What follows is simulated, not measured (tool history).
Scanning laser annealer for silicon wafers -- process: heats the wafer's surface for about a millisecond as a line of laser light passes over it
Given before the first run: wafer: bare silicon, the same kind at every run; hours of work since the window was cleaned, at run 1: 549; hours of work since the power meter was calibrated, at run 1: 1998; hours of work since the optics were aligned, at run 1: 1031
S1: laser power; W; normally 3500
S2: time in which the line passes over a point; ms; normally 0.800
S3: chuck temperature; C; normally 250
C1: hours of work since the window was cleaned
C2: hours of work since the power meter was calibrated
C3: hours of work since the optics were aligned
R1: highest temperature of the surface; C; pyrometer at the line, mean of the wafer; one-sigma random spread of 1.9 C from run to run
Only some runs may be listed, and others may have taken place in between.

Run 1, hour 0.0: usual settings; C1 549; C2 1998; C3 1031. Result: R1 1023 C.
Run 2, hour 54.2: usual settings but S1 3273 W; C1 591; C2 2040; C3 1073. Result: R1 954 C.
Run 3, hour 96.8: usual settings but S2 0.798 ms; C1 624; C2 2073; C3 1106. Result: R1 1013 C.
Run 4, hour 185.0: usual settings but S2 0.798 ms; C1 692; C2 2142; C3 1174. Result: R1 1009 C.
Run 5, hour 244.7: usual settings but S2 0.723 ms; C1 738; C2 2188; C3 1221. Result: R1 962 C.
Run 6, hour 294.3: usual settings but S2 0.723 ms; C1 777; C2 2226; C3 1259. Result: R1 960 C.
At hour 337.7: window over the wafer cleaned.
Run 7, hour 361.7: usual settings but S2 0.791 ms; C1 19; C2 2277; C3 1309. Result: R1 1061 C.
Run 8, hour 412.0: usual settings; C1 57; C2 2316; C3 1348. Result: R1 1065 C.
Run 9, hour 450.1: usual settings; C1 87; C2 2345; C3 1378. Result: R1 1059 C.
Run 10, hour 514.5: usual settings; C1 137; C2 2395; C3 1428. Result: R1 1057 C.
Run 11, hour 576.7: usual settings; C1 185; C2 2443; C3 1476. Result: R1 1050 C.
Run 12, hour 660.1: usual settings; C1 249; C2 2507; C3 1540. Result: R1 1045 C.
Run 13, hour 732.4: usual settings; C1 305; C2 2563; C3 1596. Result: R1 1042 C.
Run 14, hour 786.4: usual settings; C1 347; C2 2605; C3 1638. Result: R1 1036 C.
Run 15, hour 862.7: usual settings; C1 406; C2 2664; C3 1697. Result: R1 1030 C.
At hour 870.4: laser's power meter calibrated.
Run 16, hour 911.4: usual settings but S2 0.793 ms; C1 441; C2 32; C3 1732. Result: R1 1023 C.
Run 17, hour 990.5: usual settings but S2 0.793 ms, S3 220 C; C1 502; C2 93; C3 1793. Result: R1 984 C.
Run 18, hour 1066.7: usual settings but S2 0.601 ms; C1 561; C2 152; C3 1852. Result: R1 905 C.
At hour 1095.5: optics aligned, line set to its width.
Run 19, hour 1141.0: usual settings but S2 0.601 ms; C1 615; C2 205; C3 35. Result: R1 909 C.
Run 20, hour 1185.7: usual settings but S2 0.601 ms; C1 650; C2 240; C3 70. Result: R1 908 C.
Run 21, hour 1239.6: usual settings but S1 3441 W, S2 0.601 ms; C1 691; C2 282; C3 111. Result: R1 891 C.
Run 22, hour 1305.6: usual settings but S1 3262 W, S2 0.991 ms, S3 243 C; C1 742; C2 333; C3 163. Result: R1 1026 C.
At hour 1342.1: laser's power meter calibrated, once more.
Run 23, hour 1348.5: usual settings but S1 3538 W, S3 286 C; C1 773; C2 5; C3 193. Result: R1 1077 C.
At hour 1397.9: window over the wafer cleaned.
Run 24, hour 1409.2: usual settings but S1 3538 W, S3 286 C; C1 9; C2 50; C3 239. Result: R1 1138 C.
Run 25, hour 1469.8: usual settings but S1 3471 W, S2 0.735 ms, S3 246 C; C1 56; C2 97; C3 286. Result: R1 1033 C.
Run 26, hour 1537.8: usual settings but S1 3462 W, S2 0.876 ms, S3 261 C; C1 108; C2 150; C3 338. Result: R1 1117 C.
Run 27, hour 1625.7: usual settings but S1 3462 W, S2 0.876 ms, S3 261 C; C1 176; C2 218; C3 406. Result: R1 1114 C.
Run 28, hour 1675.1: usual settings but S1 3462 W, S2 0.689 ms, S3 241 C; C1 214; C2 256; C3 444. Result: R1 981 C.
Run 29, hour 1740.9: usual settings but S1 3170 W, S2 0.991 ms, S3 265 C; C1 265; C2 307; C3 495. Result: R1 1073 C.
Run 30, hour 1822.7: usual settings but S1 3469 W, S2 0.898 ms; C1 329; C2 370; C3 559. Result: R1 1103 C.
Run 31, hour 1885.0: usual settings but S1 3312 W, S2 0.565 ms, S3 239 C; C1 377; C2 418; C3 607. Result: R1 851 C.
Run 32, hour 1962.8: usual settings but S1 3624 W, S2 0.752 ms, S3 245 C; C1 437; C2 478; C3 667. Result: R1 1051 C.

Run 33 is up next; what results do you expect?
Run 33, hour 2048.2: usual settings but S1 3624 W, S2 0.752 ms, S3 245 C; C1 503; C2 544; C3 733. Result: R1 ?.

{"run 33": {"R1": 1048}}
The same run, on a tool lacking any hidden state, would have yielded R1 1101 C.
